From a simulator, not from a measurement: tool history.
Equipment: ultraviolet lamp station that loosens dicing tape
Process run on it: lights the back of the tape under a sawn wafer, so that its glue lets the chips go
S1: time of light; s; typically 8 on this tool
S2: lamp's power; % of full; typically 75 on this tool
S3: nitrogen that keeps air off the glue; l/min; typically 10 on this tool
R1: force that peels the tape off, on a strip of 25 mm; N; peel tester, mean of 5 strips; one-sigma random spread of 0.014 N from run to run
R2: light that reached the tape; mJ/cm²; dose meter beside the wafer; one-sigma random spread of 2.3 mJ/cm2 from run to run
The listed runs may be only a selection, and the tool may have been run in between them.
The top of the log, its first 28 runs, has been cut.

run 29 hour=486.1 | S1=6 S2=98 S3=14 | R1=0.766 R2=187
run 30 hour=501.4 | S1=5 S2=98 S3=9 | R1=1.479 R2=154
run 31 hour=521.1 | S1=5 S2=98 S3=9 | R1=1.521 R2=150
run 32 hour=537.2 | S1=11 S2=82 S3=13 | R1=0.348 R2=282
-- hour=559.7 window cleaned of glue's vapour
run 33 hour=561.6 | S1=11 S2=82 S3=13 | R1=0.316 R2=295
run 34 hour=573.6 | S1=11 S2=82 S3=13 | R1=0.323 R2=292
run 35 hour=589.5 | S1=11 S2=65 S3=13 | R1=0.478 R2=232
run 36 hour=612.4 | S1=11 S2=65 S3=12 | R1=0.519 R2=228
run 37 hour=626 | S1=9 S2=75 S3=6 | R1=1 R2=217
run 38 hour=646.7 | S1=9 S2=75 S3=6 | R1=1.005 R2=214
run 39 hour=659.3 | S1=8 S2=86 S3=10 | R1=0.665 R2=220
run 40 hour=670.5 | S1=15 S2=86 S3=9 | R1=0.251 R2=411
run 41 hour=689.4 | S1=15 S2=86 S3=3 | R1=0.456 R2=407
run 42 hour=709.9 | S1=8 S2=86 S3=3 | R1=1.663 R2=214
run 43 hour=732.5 | S1=9 S2=68 S3=3 | R1=2.011 R2=193
run 44 hour=749.1 | S1=15 S2=68 S3=17 | R1=0.268 R2=318

Predict each of these 3 candidate next runs independently; none follows another, all start after run 44:
run A hour=771.8 | S1=8 S2=82 S3=7 | R1=? R2=?
run B hour=771.8 | S1=15 S2=63 S3=17 | R1=? R2=?
run C hour=771.8 | S1=5 S2=68 S3=17 | R1=? R2=?

run=A R1=1 R2=207
run=B R1=0.289 R2=293
run=C R1=2.029 R2=107
Without the tool's hidden state the same runs would have given:
run=A R1=0.695 R2=245
run=B R1=0.246 R2=349
run=C R1=1.508 R2=126
